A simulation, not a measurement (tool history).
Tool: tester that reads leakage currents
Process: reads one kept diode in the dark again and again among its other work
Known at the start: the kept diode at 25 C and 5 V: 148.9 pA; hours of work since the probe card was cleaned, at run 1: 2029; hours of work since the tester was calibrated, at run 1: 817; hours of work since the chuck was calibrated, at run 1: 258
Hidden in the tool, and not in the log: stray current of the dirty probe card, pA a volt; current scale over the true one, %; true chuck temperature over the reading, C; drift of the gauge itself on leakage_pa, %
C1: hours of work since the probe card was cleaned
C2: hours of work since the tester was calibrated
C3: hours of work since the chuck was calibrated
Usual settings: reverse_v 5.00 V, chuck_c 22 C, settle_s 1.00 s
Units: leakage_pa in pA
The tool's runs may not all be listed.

run 1 hour=0.0 | reverse_v=5.00 chuck_c=22 settle_s=1.00 | C1=2029 C2=817 C3=258 | leakage_pa=117.61
run 2 hour=30.6 | reverse_v=5.00 chuck_c=22 settle_s=2.91 | C1=2041 C2=830 C3=271 | leakage_pa=117.83
run 3 hour=60.6 | reverse_v=5.00 chuck_c=22 settle_s=2.91 | C1=2054 C2=842 C3=283 | leakage_pa=117.36
run 4 hour=107.6 | reverse_v=5.00 chuck_c=22 settle_s=2.91 | C1=2073 C2=861 C3=303 | leakage_pa=117.48
run 5 hour=137.8 | reverse_v=5.00 chuck_c=22 settle_s=1.00 | C1=2085 C2=874 C3=315 | leakage_pa=117.42
run 6 hour=199.1 | reverse_v=17.71 chuck_c=22 settle_s=1.00 | C1=2110 C2=899 C3=340 | leakage_pa=253.30
run 7 hour=226.5 | reverse_v=9.02 chuck_c=22 settle_s=1.00 | C1=2122 C2=910 C3=351 | leakage_pa=169.00
run 8 hour=270.3 | reverse_v=9.02 chuck_c=22 settle_s=1.00 | C1=2140 C2=928 C3=369 | leakage_pa=168.75
run 9 hour=308.6 | reverse_v=9.02 chuck_c=22 settle_s=1.00 | C1=2155 C2=944 C3=385 | leakage_pa=169.19
run 10 hour=347.1 | reverse_v=9.02 chuck_c=22 settle_s=1.00 | C1=2171 C2=960 C3=401 | leakage_pa=168.44
run 11 hour=392.1 | reverse_v=2.13 chuck_c=22 settle_s=1.00 | C1=2190 C2=978 C3=419 | leakage_pa=70.96
run 12 hour=447.1 | reverse_v=5.00 chuck_c=22 settle_s=1.00 | C1=2212 C2=1001 C3=442 | leakage_pa=118.32
run 13 hour=473.4 | reverse_v=5.00 chuck_c=22 settle_s=8.28 | C1=2223 C2=1011 C3=453 | leakage_pa=117.38
run 14 hour=533.4 | reverse_v=5.00 chuck_c=22 settle_s=8.28 | C1=2248 C2=1036 C3=477 | leakage_pa=117.53
run 15 hour=559.4 | reverse_v=2.53 chuck_c=22 settle_s=1.04 | C1=2258 C2=1047 C3=488 | leakage_pa=78.71
run 16 hour=610.6 | reverse_v=2.53 chuck_c=22 settle_s=1.04 | C1=2279 C2=1068 C3=509 | leakage_pa=78.95
run 17 hour=656.0 | reverse_v=2.53 chuck_c=22 settle_s=1.04 | C1=2298 C2=1086 C3=528 | leakage_pa=78.89
run 18 hour=697.2 | reverse_v=6.76 chuck_c=43 settle_s=0.53 | C1=2315 C2=1103 C3=544 | leakage_pa=689.97
run 19 hour=723.6 | reverse_v=15.23 chuck_c=22 settle_s=1.00 | C1=2326 C2=1114 C3=555 | leakage_pa=231.11
run 20 hour=756.3 | reverse_v=15.23 chuck_c=22 settle_s=1.00 | C1=2339 C2=1127 C3=569 | leakage_pa=232.66
run 21 hour=816.7 | reverse_v=13.76 chuck_c=22 settle_s=8.44 | C1=2364 C2=1152 C3=594 | leakage_pa=214.74
run 22 hour=874.4 | reverse_v=13.76 chuck_c=22 settle_s=8.44 | C1=2388 C2=1176 C3=617 | leakage_pa=215.12
-- hour=903.3 chuck's temperature calibrated
run 23 hour=934.2 | reverse_v=4.71 chuck_c=53 settle_s=2.94 | C1=2411 C2=1200 C3=13 | leakage_pa=1102.00
run 24 hour=990.0 | reverse_v=3.56 chuck_c=21 settle_s=0.38 | C1=2434 C2=1223 C3=36 | leakage_pa=89.89
run 25 hour=1034.4 | reverse_v=6.57 chuck_c=22 settle_s=2.38 | C1=2452 C2=1241 C3=54 | leakage_pa=138.91
run 26 hour=1063.6 | reverse_v=6.57 chuck_c=38 settle_s=2.08 | C1=2464 C2=1253 C3=66 | leakage_pa=474.58
run 27 hour=1113.7 | reverse_v=5.43 chuck_c=23 settle_s=9.93 | C1=2485 C2=1273 C3=86 | leakage_pa=133.80
run 28 hour=1173.6 | reverse_v=8.32 chuck_c=55 settle_s=6.87 | C1=2509 C2=1298 C3=111 | leakage_pa=1760.53

5 ways to go on from here, each from the tool as it stands after run 28. What would each give?
run A hour=1200.2 | reverse_v=8.32 chuck_c=31 settle_s=6.87 | C1=2520 C2=1309 C3=122 | leakage_pa=?
run B hour=1200.2 | reverse_v=2.28 chuck_c=39 settle_s=6.87 | C1=2520 C2=1309 C3=122 | leakage_pa=?
run C hour=1200.2 | reverse_v=5.62 chuck_c=29 settle_s=2.33 | C1=2520 C2=1309 C3=122 | leakage_pa=?
run D hour=1200.2 | reverse_v=1.85 chuck_c=55 settle_s=0.69 | C1=2520 C2=1309 C3=122 | leakage_pa=?
run E hour=1200.2 | reverse_v=5.60 chuck_c=55 settle_s=0.40 | C1=2520 C2=1309 C3=122 | leakage_pa=?

run=A leakage_pa=323.72
run=B leakage_pa=269.67
run=C leakage_pa=219.87
run=D leakage_pa=721.13
run=E leakage_pa=1396.02
Without the tool's hidden state the same runs would have given:
run=A leakage_pa=323.52
run=B leakage_pa=269.61
run=C leakage_pa=219.74
run=D leakage_pa=721.07
run=E leakage_pa=1395.86
